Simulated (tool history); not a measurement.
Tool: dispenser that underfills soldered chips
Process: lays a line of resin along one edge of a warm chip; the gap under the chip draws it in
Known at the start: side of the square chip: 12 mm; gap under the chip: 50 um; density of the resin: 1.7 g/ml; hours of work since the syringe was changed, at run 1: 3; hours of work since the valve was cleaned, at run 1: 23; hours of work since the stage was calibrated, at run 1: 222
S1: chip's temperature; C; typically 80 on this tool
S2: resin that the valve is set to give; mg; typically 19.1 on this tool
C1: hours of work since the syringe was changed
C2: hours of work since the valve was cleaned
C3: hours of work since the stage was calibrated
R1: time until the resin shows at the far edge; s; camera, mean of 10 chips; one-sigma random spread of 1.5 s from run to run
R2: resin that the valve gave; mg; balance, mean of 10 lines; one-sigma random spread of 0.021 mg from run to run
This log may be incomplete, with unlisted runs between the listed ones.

run 1 day=0 | S1=80 S2=19.1 | C1=3 C2=23 C3=222 | R1=166.2 R2=18.87
-- day=0.225 new syringe of resin
run 2 day=0.362 | S1=80 S2=19.1 | C1=2 C2=28 C3=227 | R1=156.4 R2=18.87
-- day=0.679 new syringe of resin
run 3 day=0.892 | S1=80 S2=19.1 | C1=3 C2=36 C3=235 | R1=173.7 R2=18.82
-- day=1.125 new syringe of resin
run 4 day=1.15 | S1=70 S2=19.1 | C1=0 C2=39 C3=238 | R1=227.6 R2=18.73
-- day=1.562 new syringe of resin
run 5 day=1.567 | S1=68 S2=19.1 | C1=0 C2=45 C3=244 | R1=236.6 R2=18.71
-- day=1.667 dispensing valve cleaned and set on the balance
run 6 day=1.862 | S1=80 S2=18.2 | C1=4 C2=3 C3=248 | R1=177.5 R2=18.17
-- day=2.038 new syringe of resin
run 7 day=2.15 | S1=80 S2=18.2 | C1=2 C2=7 C3=252 | R1=158.4 R2=18.08
-- day=2.475 new syringe of resin
run 8 day=2.688 | S1=80 S2=18.2 | C1=3 C2=14 C3=260 | R1=172.4 R2=18.08
-- day=2.904 new syringe of resin
run 9 day=3.267 | S1=80 S2=20.1 | C1=5 C2=23 C3=268 | R1=196.7 R2=19.89
-- day=3.354 new syringe of resin
run 10 day=3.554 | S1=80 S2=20.1 | C1=3 C2=27 C3=272 | R1=168.1 R2=19.8
-- day=3.775 new syringe of resin
run 11 day=3.925 | S1=80 S2=20.1 | C1=2 C2=32 C3=277 | R1=157.2 R2=19.78
-- day=4.192 new syringe of resin
run 12 day=4.454 | S1=80 S2=19.1 | C1=4 C2=39 C3=284 | R1=176.8 R2=18.71
-- day=4.633 new syringe of resin
run 13 day=4.829 | S1=80 S2=19.1 | C1=3 C2=45 C3=290 | R1=167.4 R2=18.67
-- day=4.979 dispensing valve cleaned and set on the balance
-- day=5.104 new syringe of resin
run 14 day=5.138 | S1=80 S2=19.1 | C1=1 C2=2 C3=293 | R1=134.7 R2=19.17
-- day=5.529 new syringe of resin
run 15 day=5.65 | S1=80 S2=19.1 | C1=2 C2=9 C3=301 | R1=152.7 R2=19.06
run 16 day=5.925 | S1=80 S2=19.1 | C1=6 C2=13 C3=305 | R1=203.9 R2=19.06
-- day=5.992 new syringe of resin
run 17 day=6.346 | S1=80 S2=19.1 | C1=5 C2=19 C3=311 | R1=195.6 R2=18.98
-- day=6.425 new syringe of resin
run 18 day=6.608 | S1=88 S2=19.1 | C1=3 C2=23 C3=314 | R1=113.1 R2=18.95
-- day=6.862 new syringe of resin
run 19 day=7.188 | S1=84 S2=20.1 | C1=5 C2=31 C3=322 | R1=159.9 R2=19.85
-- day=7.3 new syringe of resin
run 20 day=7.471 | S1=84 S2=20.1 | C1=2 C2=35 C3=326 | R1=133.4 R2=19.84
-- day=7.733 new syringe of resin
run 21 day=7.775 | S1=84 S2=20.1 | C1=1 C2=39 C3=331 | R1=116.3 R2=19.8
-- day=8.175 new syringe of resin
run 22 day=8.179 | S1=89 S2=24.5 | C1=0 C2=45 C3=336 | R1=87.7 R2=24.04
-- day=8.3 dispensing valve cleaned and set on the balance
-- day=8.642 new syringe of resin
run 23 day=8.712 | S1=88 S2=21.6 | C1=1 C2=6 C3=343 | R1=99.7 R2=21.51
-- day=9.058 new syringe of resin
run 24 day=9.325 | S1=88 S2=21.6 | C1=4 C2=15 C3=352 | R1=121.2 R2=21.45
-- day=9.479 new syringe of resin
-- day=9.912 new syringe of resin
run 25 day=9.912 | S1=69 S2=19.2 | C1=0 C2=23 C3=360 | R1=222 R2=18.97
-- day=10.35 new syringe of resin
run 26 day=10.417 | S1=88 S2=19.1 | C1=1 C2=30 C3=367 | R1=98 R2=18.82
run 27 day=10.746 | S1=66 S2=16.4 | C1=6 C2=35 C3=372 | R1=405.4 R2=16.08
-- day=10.788 new syringe of resin
run 28 day=11.1 | S1=80 S2=18.7 | C1=5 C2=40 C3=377 | R1=185.5 R2=18.34
-- day=11.204 new syringe of resin
run 29 day=11.446 | S1=68 S2=18.7 | C1=4 C2=44 C3=382 | R1=296.2 R2=18.3
-- day=11.608 dispensing valve cleaned and set on the balance
-- day=11.692 new syringe of resin
run 30 day=11.992 | S1=68 S2=18.7 | C1=4 C2=5 C3=389 | R1=327.3 R2=18.61
-- day=12.117 new syringe of resin
run 31 day=12.25 | S1=80 S2=19.6 | C1=2 C2=9 C3=392 | R1=153.4 R2=19.52
-- day=12.579 new syringe of resin
run 32 day=12.671 | S1=80 S2=19.6 | C1=1 C2=15 C3=398 | R1=145.1 R2=19.48
-- day=12.996 new syringe of resin
run 33 day=13.238 | S1=65 S2=23.6 | C1=3 C2=23 C3=406 | R1=340.9 R2=23.35
-- day=13.45 new syringe of resin
run 34 day=13.508 | S1=65 S2=23.6 | C1=1 C2=27 C3=410 | R1=281.9 R2=23.29
run 35 day=13.817 | S1=86 S2=19.1 | C1=5 C2=31 C3=415 | R1=151.9 R2=18.82

Across each entry between runs, compare the hidden state at the last listed run before it with the hidden state at the first listed run after it:
From run 1 to run 2: new syringe of resin (day 0.225)
  resin's viscosity, % of fresh resin's: 122.5 -> 116; dose that the valve gives, % of what is set: 99.02 -> 98.77; true chip temperature over the reading, C: 1.22 -> 1.24
  the result without the hidden state subtracted from the measured one, R1: +23 -> +14 s; R2: -0.18 -> -0.24 mg
From run 2 to run 3: new syringe of resin (day 0.679)
  resin's viscosity, % of fresh resin's: 116 -> 126.1; dose that the valve gives, % of what is set: 98.77 -> 98.43; true chip temperature over the reading, C: 1.24 -> 1.26
  the result without the hidden state subtracted from the measured one, R1: +14 -> +28.2 s; R2: -0.24 -> -0.3 mg
From run 3 to run 4: new syringe of resin (day 1.125)
  resin's viscosity, % of fresh resin's: 126.1 -> 104.6; dose that the valve gives, % of what is set: 98.43 -> 98.26; true chip temperature over the reading, C: 1.26 -> 1.28
  the result without the hidden state subtracted from the measured one, R1: +28.2 -> -3.1 s; R2: -0.3 -> -0.33 mg
From run 4 to run 5: new syringe of resin (day 1.562)
  resin's viscosity, % of fresh resin's: 104.6 -> 99.7; dose that the valve gives, % of what is set: 98.26 -> 97.99; true chip temperature over the reading, C: 1.28 -> 1.3
  the result without the hidden state subtracted from the measured one, R1: -3.1 -> -15.5 s; R2: -0.33 -> -0.38 mg
From run 5 to run 6: dispensing valve cleaned and set on the balance (day 1.667)
  resin's viscosity, % of fresh resin's: 99.7 -> 131.2; dose that the valve gives, % of what is set: 97.99 -> 99.82; true chip temperature over the reading, C: 1.3 -> 1.31
  the result without the hidden state subtracted from the measured one, R1: -15.5 -> +34 s; R2: -0.38 -> -0.04 mg
From run 6 to run 7: new syringe of resin (day 2.038)
  resin's viscosity, % of fresh resin's: 131.2 -> 114.3; dose that the valve gives, % of what is set: 99.82 -> 99.63; true chip temperature over the reading, C: 1.31 -> 1.33
  the result without the hidden state subtracted from the measured one, R1: +34 -> +11.2 s; R2: -0.04 -> -0.07 mg
From run 7 to run 8: new syringe of resin (day 2.475)
  resin's viscosity, % of fresh resin's: 114.3 -> 125.1; dose that the valve gives, % of what is set: 99.63 -> 99.25; true chip temperature over the reading, C: 1.33 -> 1.35
  the result without the hidden state subtracted from the measured one, R1: +11.2 -> +26.1 s; R2: -0.07 -> -0.14 mg
From run 8 to run 9: new syringe of resin (day 2.904)
  resin's viscosity, % of fresh resin's: 125.1 -> 147.9; dose that the valve gives, % of what is set: 99.25 -> 98.85; true chip temperature over the reading, C: 1.35 -> 1.39
  the result without the hidden state subtracted from the measured one, R1: +26.1 -> +55 s; R2: -0.14 -> -0.23 mg
From run 9 to run 10: new syringe of resin (day 3.354)
  resin's viscosity, % of fresh resin's: 147.9 -> 125.7; dose that the valve gives, % of what is set: 98.85 -> 98.67; true chip temperature over the reading, C: 1.39 -> 1.4
  the result without the hidden state subtracted from the measured one, R1: +55 -> +25.7 s; R2: -0.23 -> -0.26 mg
From run 10 to run 11: new syringe of resin (day 3.775)
  resin's viscosity, % of fresh resin's: 125.7 -> 117.6; dose that the valve gives, % of what is set: 98.67 -> 98.42; true chip temperature over the reading, C: 1.4 -> 1.42
  the result without the hidden state subtracted from the measured one, R1: +25.7 -> +14.8 s; R2: -0.26 -> -0.32 mg
From run 11 to run 12: new syringe of resin (day 4.192)
  resin's viscosity, % of fresh resin's: 117.6 -> 132.9; dose that the valve gives, % of what is set: 98.42 -> 98.05; true chip temperature over the reading, C: 1.42 -> 1.45
  the result without the hidden state subtracted from the measured one, R1: +14.8 -> +35.1 s; R2: -0.32 -> -0.37 mg
From run 12 to run 13: new syringe of resin (day 4.633)
  resin's viscosity, % of fresh resin's: 132.9 -> 124.4; dose that the valve gives, % of what is set: 98.05 -> 97.82; true chip temperature over the reading, C: 1.45 -> 1.47
  the result without the hidden state subtracted from the measured one, R1: +35.1 -> +23.9 s; R2: -0.37 -> -0.42 mg
From run 13 to run 14: dispensing valve cleaned and set on the balance (day 4.979); new syringe of resin (day 5.104)
  resin's viscosity, % of fresh resin's: 124.4 -> 101.4; dose that the valve gives, % of what is set: 97.82 -> 100.21; true chip temperature over the reading, C: 1.47 -> 1.49
  the result without the hidden state subtracted from the measured one, R1: +23.9 -> -7.5 s; R2: -0.42 -> +0.04 mg
From run 14 to run 15: new syringe of resin (day 5.529)
  resin's viscosity, % of fresh resin's: 101.4 -> 113.7; dose that the valve gives, % of what is set: 100.21 -> 99.83; true chip temperature over the reading, C: 1.49 -> 1.51
  the result without the hidden state subtracted from the measured one, R1: -7.5 -> +8.8 s; R2: +0.04 -> -0.03 mg
From run 16 to run 17: new syringe of resin (day 5.992)
  resin's viscosity, % of fresh resin's: 153.4 -> 145.8; dose that the valve gives, % of what is set: 99.64 -> 99.33; true chip temperature over the reading, C: 1.53 -> 1.55
  the result without the hidden state subtracted from the measured one, R1: +61.5 -> +51.8 s; R2: -0.07 -> -0.13 mg
From run 17 to run 18: new syringe of resin (day 6.425)
  resin's viscosity, % of fresh resin's: 145.8 -> 122.2; dose that the valve gives, % of what is set: 99.33 -> 99.15; true chip temperature over the reading, C: 1.55 -> 1.56
  the result without the hidden state subtracted from the measured one, R1: +51.8 -> +14.2 s; R2: -0.13 -> -0.17 mg
From run 18 to run 19: new syringe of resin (day 6.862)
  resin's viscosity, % of fresh resin's: 122.2 -> 143.3; dose that the valve gives, % of what is set: 99.15 -> 98.78; true chip temperature over the reading, C: 1.56 -> 1.59
  the result without the hidden state subtracted from the measured one, R1: +14.2 -> +40.3 s; R2: -0.17 -> -0.24 mg
From run 19 to run 20: new syringe of resin (day 7.3)
  resin's viscosity, % of fresh resin's: 143.3 -> 120.9; dose that the valve gives, % of what is set: 98.78 -> 98.62; true chip temperature over the reading, C: 1.59 -> 1.61
  the result without the hidden state subtracted from the measured one, R1: +40.3 -> +15.1 s; R2: -0.24 -> -0.28 mg
From run 20 to run 21: new syringe of resin (day 7.733)
  resin's viscosity, % of fresh resin's: 120.9 -> 105.4; dose that the valve gives, % of what is set: 98.62 -> 98.42; true chip temperature over the reading, C: 1.61 -> 1.62
  the result without the hidden state subtracted from the measured one, R1: +15.1 -> -2.1 s; R2: -0.28 -> -0.32 mg
From run 21 to run 22: new syringe of resin (day 8.175)
  resin's viscosity, % of fresh resin's: 105.4 -> 100.3; dose that the valve gives, % of what is set: 98.42 -> 98.14; true chip temperature over the reading, C: 1.62 -> 1.64
  the result without the hidden state subtracted from the measured one, R1: -2.1 -> -6 s; R2: -0.32 -> -0.45 mg
From run 22 to run 23: dispensing valve cleaned and set on the balance (day 8.3); new syringe of resin (day 8.642)
  resin's viscosity, % of fresh resin's: 100.3 -> 108.4; dose that the valve gives, % of what is set: 98.14 -> 99.67; true chip temperature over the reading, C: 1.64 -> 1.67
  the result without the hidden state subtracted from the measured one, R1: -6 -> +0.8 s; R2: -0.45 -> -0.07 mg
From run 23 to run 24: new syringe of resin (day 9.058)
  resin's viscosity, % of fresh resin's: 108.4 -> 133.4; dose that the valve gives, % of what is set: 99.67 -> 99.25; true chip temperature over the reading, C: 1.67 -> 1.7
  the result without the hidden state subtracted from the measured one, R1: +0.8 -> +23.4 s; R2: -0.07 -> -0.17 mg
From run 24 to run 25: new syringe of resin (day 9.479); new syringe of resin (day 9.912)
  resin's viscosity, % of fresh resin's: 133.4 -> 100.9; dose that the valve gives, % of what is set: 99.25 -> 98.84; true chip temperature over the reading, C: 1.7 -> 1.73
  the result without the hidden state subtracted from the measured one, R1: +23.4 -> -16.9 s; R2: -0.17 -> -0.22 mg
From run 25 to run 26: new syringe of resin (day 10.35)
  resin's viscosity, % of fresh resin's: 100.9 -> 107.5; dose that the valve gives, % of what is set: 98.84 -> 98.53; true chip temperature over the reading, C: 1.73 -> 1.76
  the result without the hidden state subtracted from the measured one, R1: -16.9 -> -0.2 s; R2: -0.22 -> -0.28 mg
From run 27 to run 28: new syringe of resin (day 10.788)
  resin's viscosity, % of fresh resin's: 153.5 -> 138.1; dose that the valve gives, % of what is set: 98.28 -> 98.01; true chip temperature over the reading, C: 1.77 -> 1.79
  the result without the hidden state subtracted from the measured one, R1: +118.8 -> +40.2 s; R2: -0.28 -> -0.37 mg
From run 28 to run 29: new syringe of resin (day 11.204)
  resin's viscosity, % of fresh resin's: 138.1 -> 128.7; dose that the valve gives, % of what is set: 98.01 -> 97.78; true chip temperature over the reading, C: 1.79 -> 1.81
  the result without the hidden state subtracted from the measured one, R1: +40.2 -> +45.7 s; R2: -0.37 -> -0.42 mg
From run 29 to run 30: dispensing valve cleaned and set on the balance (day 11.608); new syringe of resin (day 11.692)
  resin's viscosity, % of fresh resin's: 128.7 -> 139.2; dose that the valve gives, % of what is set: 97.78 -> 99.73; true chip temperature over the reading, C: 1.81 -> 1.84
  the result without the hidden state subtracted from the measured one, R1: +45.7 -> +70.4 s; R2: -0.42 -> -0.05 mg
From run 30 to run 31: new syringe of resin (day 12.117)
  resin's viscosity, % of fresh resin's: 139.2 -> 114.6; dose that the valve gives, % of what is set: 99.73 -> 99.55; true chip temperature over the reading, C: 1.84 -> 1.85
  the result without the hidden state subtracted from the measured one, R1: +70.4 -> +8 s; R2: -0.05 -> -0.09 mg
From run 31 to run 32: new syringe of resin (day 12.579)
  resin's viscosity, % of fresh resin's: 114.6 -> 110.8; dose that the valve gives, % of what is set: 99.55 -> 99.27; true chip temperature over the reading, C: 1.85 -> 1.87
  the result without the hidden state subtracted from the measured one, R1: +8 -> +2.7 s; R2: -0.09 -> -0.15 mg
From run 32 to run 33: new syringe of resin (day 12.996)
  resin's viscosity, % of fresh resin's: 110.8 -> 129.6; dose that the valve gives, % of what is set: 99.27 -> 98.86; true chip temperature over the reading, C: 1.87 -> 1.9
  the result without the hidden state subtracted from the measured one, R1: +2.7 -> +52.1 s; R2: -0.15 -> -0.27 mg
From run 33 to run 34: new syringe of resin (day 13.45)
  resin's viscosity, % of fresh resin's: 129.6 -> 107.8; dose that the valve gives, % of what is set: 98.86 -> 98.67; true chip temperature over the reading, C: 1.9 -> 1.91
  the result without the hidden state subtracted from the measured one, R1: +52.1 -> -5.5 s; R2: -0.27 -> -0.31 mg
